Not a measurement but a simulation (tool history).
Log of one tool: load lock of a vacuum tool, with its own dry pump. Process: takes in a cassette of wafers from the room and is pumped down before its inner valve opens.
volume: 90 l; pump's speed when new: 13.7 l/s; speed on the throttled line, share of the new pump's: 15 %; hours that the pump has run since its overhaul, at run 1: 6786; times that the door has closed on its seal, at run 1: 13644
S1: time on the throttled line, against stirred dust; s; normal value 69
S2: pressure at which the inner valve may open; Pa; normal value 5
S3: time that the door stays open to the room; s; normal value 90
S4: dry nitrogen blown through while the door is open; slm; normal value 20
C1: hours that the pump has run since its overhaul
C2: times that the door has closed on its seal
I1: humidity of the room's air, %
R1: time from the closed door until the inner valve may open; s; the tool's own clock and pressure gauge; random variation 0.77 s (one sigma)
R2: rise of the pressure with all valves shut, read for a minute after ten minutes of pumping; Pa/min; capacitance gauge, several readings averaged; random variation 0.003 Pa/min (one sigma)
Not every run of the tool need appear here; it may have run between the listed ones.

run	day	S1	S2	S3	S4	C1	C2	I1	R1	R2
1	0	69	5	90	20	6786	13644	44.7	123	0.04
2	2.892	69	5	90	20	6855	13937	43.8	124.5	0.04
3	6.588	112	5	90	20	6944	14312	44.7	161	0.045
4	8.788	69	5	90	7	6997	14535	44.1	124.2	0.054
5	10.346	69	4	90	20	7034	14693	43.6	127.2	0.04
6	13.183	69	4	90	26	7102	14981	46.7	126.9	0.033
7	16.038	69	4	90	26	7171	15270	44.1	124.8	0.031
8	18.738	73	4	90	26	7235	15543	46.2	130.2	0.037
9	21.85	98	5	90	20	7310	15859	44.8	151.4	0.044
10	25.338	59	7	90	20	7394	16213	46	113.6	0.043
11	27.142	59	7	90	20	7437	16395	41.3	113.1	0.043
12	28.867	51	8	149	7	7478	16570	43.4	105.3	0.082
13	30.792	70	8	42	39	7525	16766	43.9	122	0.013
14	33.1	70	8	42	39	7580	16999	45.4	121.3	0.014

Predict each of these 4 candidate next runs independently; none follows another, all start after run 14:
A	35.833	69	5	90	4	7646	17277	43.5	?	?
B	35.833	90	8	73	39	7646	17277	43.2	?	?
C	35.833	70	8	42	37	7646	17277	44	?	?
D	35.833	70	8	30	39	7646	17277	45.7	?	?

run	R1	R2
A	124.7	0.062
B	138.6	0.019
C	121.3	0.015
D	120.6	0.01
With the hidden condition removed and each run's random variation left untouched, the same runs would have given:
run	R1	R2
A	124.7	0.061
B	138.6	0.019
C	121.3	0.015
D	120.6	0.01
